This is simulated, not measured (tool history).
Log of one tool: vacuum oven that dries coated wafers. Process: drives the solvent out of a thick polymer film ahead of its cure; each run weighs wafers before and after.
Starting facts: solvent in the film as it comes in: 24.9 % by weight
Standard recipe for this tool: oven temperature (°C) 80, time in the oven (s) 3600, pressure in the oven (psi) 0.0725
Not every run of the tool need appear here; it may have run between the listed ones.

{"run": 1, "day": 0.0, "oven temperature (°C)": 80, "time in the oven (s)": 3600, "pressure in the oven (psi)": 0.0725, "solvent left in the film (%)": 2.36}
{"run": 2, "day": 4.029, "oven temperature (°C)": 80, "time in the oven (s)": 3600, "pressure in the oven (psi)": 0.0725, "solvent left in the film (%)": 2.41}
{"run": 3, "day": 7.554, "oven temperature (°C)": 80, "time in the oven (s)": 3360, "pressure in the oven (psi)": 0.0725, "solvent left in the film (%)": 2.72}
{"run": 4, "day": 11.383, "oven temperature (°C)": 80, "time in the oven (s)": 3600, "pressure in the oven (psi)": 0.0725, "solvent left in the film (%)": 2.43}
{"run": 5, "day": 15.117, "oven temperature (°C)": 80, "time in the oven (s)": 2760, "pressure in the oven (psi)": 0.0725, "solvent left in the film (%)": 3.75}
{"run": 6, "day": 17.029, "oven temperature (°C)": 80, "time in the oven (s)": 3600, "pressure in the oven (psi)": 0.1152, "solvent left in the film (%)": 2.99}
{"run": 7, "day": 20.904, "oven temperature (°C)": 80, "time in the oven (s)": 3600, "pressure in the oven (psi)": 0.2435, "solvent left in the film (%)": 4.23}
{"run": 8, "day": 23.358, "oven temperature (°C)": 80, "time in the oven (s)": 3600, "pressure in the oven (psi)": 0.2435, "solvent left in the film (%)": 4.26}
{"run": 9, "day": 26.154, "oven temperature (°C)": 80, "time in the oven (s)": 3600, "pressure in the oven (psi)": 0.2435, "solvent left in the film (%)": 4.27}
{"run": 10, "day": 28.308, "oven temperature (°C)": 80, "time in the oven (s)": 3600, "pressure in the oven (psi)": 0.2435, "solvent left in the film (%)": 4.24}
{"run": 11, "day": 31.342, "oven temperature (°C)": 80, "time in the oven (s)": 3600, "pressure in the oven (psi)": 0.0725, "solvent left in the film (%)": 2.61}
{"run": 12, "day": 33.729, "oven temperature (°C)": 80, "time in the oven (s)": 3600, "pressure in the oven (psi)": 0.0725, "solvent left in the film (%)": 2.72}
{"run": 13, "day": 37.375, "oven temperature (°C)": 79, "time in the oven (s)": 3600, "pressure in the oven (psi)": 0.0725, "solvent left in the film (%)": 3.01}
{"run": 14, "day": 39.275, "oven temperature (°C)": 86, "time in the oven (s)": 3600, "pressure in the oven (psi)": 0.0725, "solvent left in the film (%)": 1.54}
{"run": 15, "day": 43.112, "oven temperature (°C)": 86, "time in the oven (s)": 3600, "pressure in the oven (psi)": 0.0725, "solvent left in the film (%)": 1.58}
{"run": 16, "day": 45.05, "oven temperature (°C)": 86, "time in the oven (s)": 3600, "pressure in the oven (psi)": 0.0725, "solvent left in the film (%)": 1.56}
{"run": 17, "day": 48.088, "oven temperature (°C)": 67, "time in the oven (s)": 3600, "pressure in the oven (psi)": 0.0725, "solvent left in the film (%)": 7.93}
{"run": 18, "day": 50.704, "oven temperature (°C)": 67, "time in the oven (s)": 3600, "pressure in the oven (psi)": 0.0725, "solvent left in the film (%)": 7.89}
{"run": 19, "day": 52.554, "oven temperature (°C)": 80, "time in the oven (s)": 3600, "pressure in the oven (psi)": 0.0725, "solvent left in the film (%)": 2.93}
{"run": 20, "day": 55.996, "oven temperature (°C)": 80, "time in the oven (s)": 3600, "pressure in the oven (psi)": 0.0725, "solvent left in the film (%)": 3.04}
{"run": 21, "day": 58.521, "oven temperature (°C)": 80, "time in the oven (s)": 2700, "pressure in the oven (psi)": 0.0725, "solvent left in the film (%)": 4.53}
{"run": 22, "day": 60.538, "oven temperature (°C)": 80, "time in the oven (s)": 3600, "pressure in the oven (psi)": 0.0725, "solvent left in the film (%)": 3.04}
{"day": 62.75, "done": "oven's thermocouples calibrated"}
{"run": 23, "day": 62.996, "oven temperature (°C)": 80, "time in the oven (s)": 3600, "pressure in the oven (psi)": 0.0725, "solvent left in the film (%)": 2.3}
{"run": 24, "day": 66.517, "oven temperature (°C)": 80, "time in the oven (s)": 3600, "pressure in the oven (psi)": 0.0725, "solvent left in the film (%)": 2.27}
{"day": 66.812, "done": "vacuum gauge cleaned of residue and calibrated"}
{"run": 25, "day": 69.05, "oven temperature (°C)": 80, "time in the oven (s)": 3600, "pressure in the oven (psi)": 0.0725, "solvent left in the film (%)": 2.57}
{"run": 26, "day": 73.008, "oven temperature (°C)": 80, "time in the oven (s)": 3600, "pressure in the oven (psi)": 0.0725, "solvent left in the film (%)": 2.71}
{"run": 27, "day": 76.233, "oven temperature (°C)": 80, "time in the oven (s)": 3600, "pressure in the oven (psi)": 0.0725, "solvent left in the film (%)": 2.72}
{"day": 76.792, "done": "vacuum gauge cleaned of residue and calibrated, once more"}
{"run": 28, "day": 80.192, "oven temperature (°C)": 71, "time in the oven (s)": 3600, "pressure in the oven (psi)": 0.0525, "solvent left in the film (%)": 4.41}
{"run": 29, "day": 83.404, "oven temperature (°C)": 71, "time in the oven (s)": 3600, "pressure in the oven (psi)": 0.0525, "solvent left in the film (%)": 4.25}
{"run": 30, "day": 86.871, "oven temperature (°C)": 71, "time in the oven (s)": 3600, "pressure in the oven (psi)": 0.0525, "solvent left in the film (%)": 4.46}
{"run": 31, "day": 89.583, "oven temperature (°C)": 86, "time in the oven (s)": 3600, "pressure in the oven (psi)": 0.0395, "solvent left in the film (%)": 0.83}
{"run": 32, "day": 92.792, "oven temperature (°C)": 82, "time in the oven (s)": 5280, "pressure in the oven (psi)": 0.1536, "solvent left in the film (%)": 1.61}
{"run": 33, "day": 94.9, "oven temperature (°C)": 82, "time in the oven (s)": 5280, "pressure in the oven (psi)": 0.1536, "solvent left in the film (%)": 1.66}
{"run": 34, "day": 96.829, "oven temperature (°C)": 82, "time in the oven (s)": 3780, "pressure in the oven (psi)": 0.1028, "solvent left in the film (%)": 1.86}
{"run": 35, "day": 99.438, "oven temperature (°C)": 82, "time in the oven (s)": 4680, "pressure in the oven (psi)": 0.1028, "solvent left in the film (%)": 1.38}
{"run": 36, "day": 102.425, "oven temperature (°C)": 82, "time in the oven (s)": 4680, "pressure in the oven (psi)": 0.1028, "solvent left in the film (%)": 1.39}
{"run": 37, "day": 106.129, "oven temperature (°C)": 74, "time in the oven (s)": 4800, "pressure in the oven (psi)": 0.1105, "solvent left in the film (%)": 2.92}
{"run": 38, "day": 109.171, "oven temperature (°C)": 74, "time in the oven (s)": 4800, "pressure in the oven (psi)": 0.1105, "solvent left in the film (%)": 3.04}
{"run": 39, "day": 110.967, "oven temperature (°C)": 86, "time in the oven (s)": 3840, "pressure in the oven (psi)": 0.0466, "solvent left in the film (%)": 0.83}
{"run": 40, "day": 113.192, "oven temperature (°C)": 88, "time in the oven (s)": 3180, "pressure in the oven (psi)": 0.0373, "solvent left in the film (%)": 1.04}
{"run": 41, "day": 115.083, "oven temperature (°C)": 88, "time in the oven (s)": 3180, "pressure in the oven (psi)": 0.0373, "solvent left in the film (%)": 1}
{"run": 42, "day": 117.5, "oven temperature (°C)": 88, "time in the oven (s)": 3180, "pressure in the oven (psi)": 0.0373, "solvent left in the film (%)": 1.09}
{"run": 43, "day": 120.567, "oven temperature (°C)": 88, "time in the oven (s)": 3180, "pressure in the oven (psi)": 0.0373, "solvent left in the film (%)": 0.94}
{"run": 44, "day": 123.05, "oven temperature (°C)": 66, "time in the oven (s)": 4440, "pressure in the oven (psi)": 0.0573, "solvent left in the film (%)": 5.93}
{"run": 45, "day": 126.033, "oven temperature (°C)": 75, "time in the oven (s)": 4440, "pressure in the oven (psi)": 0.0393, "solvent left in the film (%)": 2.5}

4 options for the next run, each taken on its own from the tool as it stands now. Forecast them:
{"run": "A", "day": 128.275, "oven temperature (°C)": 75, "time in the oven (s)": 5640, "pressure in the oven (psi)": 0.0393, "solvent left in the film (%)": "?"}
{"run": "B", "day": 128.275, "oven temperature (°C)": 94, "time in the oven (s)": 3600, "pressure in the oven (psi)": 0.0725, "solvent left in the film (%)": "?"}
{"run": "C", "day": 128.275, "oven temperature (°C)": 80, "time in the oven (s)": 5100, "pressure in the oven (psi)": 0.123, "solvent left in the film (%)": "?"}
{"run": "D", "day": 128.275, "oven temperature (°C)": 69, "time in the oven (s)": 2820, "pressure in the oven (psi)": 0.067, "solvent left in the film (%)": "?"}

run=A solvent_left_in_the_film_(%)=1.75
run=B solvent_left_in_the_film_(%)=0.65
run=C solvent_left_in_the_film_(%)=1.99
run=D solvent_left_in_the_film_(%)=7.77
Stripped of hidden state, with their random variation kept, the same runs would have yielded:
run=A solvent_left_in_the_film_(%)=1.12
run=B solvent_left_in_the_film_(%)=0.43
run=C solvent_left_in_the_film_(%)=1.48
run=D solvent_left_in_the_film_(%)=6.68

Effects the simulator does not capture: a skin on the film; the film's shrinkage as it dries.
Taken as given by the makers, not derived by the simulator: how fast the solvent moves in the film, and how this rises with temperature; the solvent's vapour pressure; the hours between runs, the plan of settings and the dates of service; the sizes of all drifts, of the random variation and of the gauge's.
